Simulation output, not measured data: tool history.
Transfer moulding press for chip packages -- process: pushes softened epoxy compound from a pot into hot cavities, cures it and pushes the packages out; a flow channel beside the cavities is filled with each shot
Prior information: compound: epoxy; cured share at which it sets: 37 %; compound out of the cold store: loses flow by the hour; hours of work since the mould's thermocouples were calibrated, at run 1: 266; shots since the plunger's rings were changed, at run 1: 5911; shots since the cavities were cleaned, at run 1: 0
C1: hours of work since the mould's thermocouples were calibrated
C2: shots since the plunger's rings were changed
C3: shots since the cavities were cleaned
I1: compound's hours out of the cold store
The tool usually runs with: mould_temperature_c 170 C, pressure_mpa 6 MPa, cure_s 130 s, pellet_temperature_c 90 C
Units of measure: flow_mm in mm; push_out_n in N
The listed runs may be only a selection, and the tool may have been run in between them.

run 1 hour=0 | mould_temperature_c=170 pressure_mpa=6 cure_s=130 pellet_temperature_c=90 | C1=266 C2=5911 C3=0 | I1=19.6 | flow_mm=616 push_out_n=395
run 2 hour=5.4 | mould_temperature_c=170 pressure_mpa=6 cure_s=130 pellet_temperature_c=90 | C1=270 C2=5968 C3=57 | I1=28.1 | flow_mm=597 push_out_n=468
-- hour=13.7 plunger's sealing rings changed
run 3 hour=18.4 | mould_temperature_c=170 pressure_mpa=6 cure_s=122 pellet_temperature_c=90 | C1=278 C2=50 C3=167 | I1=44.8 | flow_mm=583 push_out_n=582
run 4 hour=25 | mould_temperature_c=170 pressure_mpa=6 cure_s=122 pellet_temperature_c=90 | C1=283 C2=118 C3=235 | I1=44.3 | flow_mm=587 push_out_n=619
run 5 hour=31.8 | mould_temperature_c=170 pressure_mpa=6 cure_s=157 pellet_temperature_c=90 | C1=288 C2=189 C3=306 | I1=20.6 | flow_mm=636 push_out_n=567
run 6 hour=38.5 | mould_temperature_c=170 pressure_mpa=6 cure_s=157 pellet_temperature_c=90 | C1=293 C2=259 C3=376 | I1=17.4 | flow_mm=644 push_out_n=597
run 7 hour=47.2 | mould_temperature_c=170 pressure_mpa=6 cure_s=157 pellet_temperature_c=90 | C1=300 C2=351 C3=468 | I1=14 | flow_mm=652 push_out_n=648
run 8 hour=56.7 | mould_temperature_c=170 pressure_mpa=6 cure_s=130 pellet_temperature_c=90 | C1=307 C2=450 C3=567 | I1=13.5 | flow_mm=653 push_out_n=761
run 9 hour=65.5 | mould_temperature_c=170 pressure_mpa=6 cure_s=130 pellet_temperature_c=90 | C1=314 C2=542 C3=659 | I1=22.2 | flow_mm=631 push_out_n=757
run 10 hour=73.8 | mould_temperature_c=170 pressure_mpa=6 cure_s=130 pellet_temperature_c=90 | C1=320 C2=628 C3=745 | I1=39.1 | flow_mm=595 push_out_n=795
run 11 hour=78.9 | mould_temperature_c=170 pressure_mpa=6 cure_s=130 pellet_temperature_c=90 | C1=324 C2=682 C3=799 | I1=9 | flow_mm=661 push_out_n=771
run 12 hour=84.7 | mould_temperature_c=170 pressure_mpa=6 cure_s=130 pellet_temperature_c=90 | C1=329 C2=742 C3=859 | I1=14.1 | flow_mm=651 push_out_n=796
-- hour=88.5 cavities cleaned with cleaning compound and waxed
run 13 hour=95.4 | mould_temperature_c=170 pressure_mpa=6 cure_s=130 pellet_temperature_c=90 | C1=336 C2=839 C3=72 | I1=15.5 | flow_mm=643 push_out_n=461
run 14 hour=100.8 | mould_temperature_c=170 pressure_mpa=6 cure_s=130 pellet_temperature_c=90 | C1=340 C2=895 C3=128 | I1=17.9 | flow_mm=638 push_out_n=512
run 15 hour=108.4 | mould_temperature_c=170 pressure_mpa=6 cure_s=130 pellet_temperature_c=90 | C1=346 C2=974 C3=207 | I1=26.6 | flow_mm=618 push_out_n=585
run 16 hour=115 | mould_temperature_c=170 pressure_mpa=5.42 cure_s=119 pellet_temperature_c=90 | C1=351 C2=1044 C3=277 | I1=28.5 | flow_mm=586 push_out_n=682
run 17 hour=124.8 | mould_temperature_c=170 pressure_mpa=5.42 cure_s=119 pellet_temperature_c=90 | C1=358 C2=1146 C3=379 | I1=16.5 | flow_mm=610 push_out_n=760
run 18 hour=133.5 | mould_temperature_c=170 pressure_mpa=5.42 cure_s=119 pellet_temperature_c=90 | C1=365 C2=1236 C3=469 | I1=24.6 | flow_mm=591 push_out_n=789
run 19 hour=142.1 | mould_temperature_c=176 pressure_mpa=7.44 cure_s=130 pellet_temperature_c=90 | C1=371 C2=1326 C3=559 | I1=8.2 | flow_mm=708 push_out_n=667
run 20 hour=152.3 | mould_temperature_c=176 pressure_mpa=7.44 cure_s=130 pellet_temperature_c=90 | C1=379 C2=1433 C3=666 | I1=9.2 | flow_mm=703 push_out_n=694
run 21 hour=158.3 | mould_temperature_c=176 pressure_mpa=7.44 cure_s=130 pellet_temperature_c=92 | C1=384 C2=1496 C3=729 | I1=39 | flow_mm=629 push_out_n=687
run 22 hour=165.6 | mould_temperature_c=170 pressure_mpa=5.58 cure_s=130 pellet_temperature_c=90 | C1=389 C2=1572 C3=805 | I1=35.4 | flow_mm=578 push_out_n=805
-- hour=174.6 cavities cleaned with cleaning compound and waxed
run 23 hour=175.1 | mould_temperature_c=173 pressure_mpa=6.3 cure_s=133 pellet_temperature_c=84 | C1=396 C2=1656 C3=5 | I1=33.7 | flow_mm=605 push_out_n=356
run 24 hour=180.7 | mould_temperature_c=174 pressure_mpa=6.48 cure_s=162 pellet_temperature_c=96 | C1=400 C2=1714 C3=63 | I1=33.6 | flow_mm=608 push_out_n=409
run 25 hour=190.6 | mould_temperature_c=162 pressure_mpa=5.11 cure_s=157 pellet_temperature_c=96 | C1=407 C2=1818 C3=167 | I1=15.4 | flow_mm=629 push_out_n=638
run 26 hour=196 | mould_temperature_c=172 pressure_mpa=6.06 cure_s=134 pellet_temperature_c=100 | C1=412 C2=1874 C3=223 | I1=25 | flow_mm=609 push_out_n=516
run 27 hour=206.8 | mould_temperature_c=165 pressure_mpa=4.91 cure_s=134 pellet_temperature_c=88 | C1=420 C2=1988 C3=337 | I1=24.2 | flow_mm=583 push_out_n=834
run 28 hour=214 | mould_temperature_c=172 pressure_mpa=6 cure_s=130 pellet_temperature_c=90 | C1=425 C2=2063 C3=412 | I1=44.8 | flow_mm=567 push_out_n=629
run 29 hour=219.7 | mould_temperature_c=170 pressure_mpa=4.96 cure_s=143 pellet_temperature_c=92 | C1=430 C2=2122 C3=471 | I1=19.5 | flow_mm=573 push_out_n=645

Selected run-to-run steps in flow_mm, each split into two signed amounts: the part the tool would show with no hidden state at all (from settings, incoming material and random variation), and the remainder, which goes to the hidden state together with any gauge scatter not common to the measured and the hidden-state-free results:
Hidden state present: true mould temperature over the reading, C; pressure that reaches the compound, % of what is set; grip of the stained cavities, % over clean ones'; drift of the gauge itself on flow_mm, %; drift of the gauge itself on push_out_n, %.
Run 2 -> 3: cure_s 130 -> 122, plunger's sealing rings changed. flow_mm -14 mm: hidden state +26, all else -40.
Run 18 -> 19: mould_temperature_c 170 -> 176, pressure_mpa 5.42 -> 7.44, cure_s 119 -> 130. flow_mm +117 mm: hidden state -3, all else +120.
Run 20 -> 21: pellet_temperature_c 90 -> 92. flow_mm -74 mm: hidden state +1, all else -75.
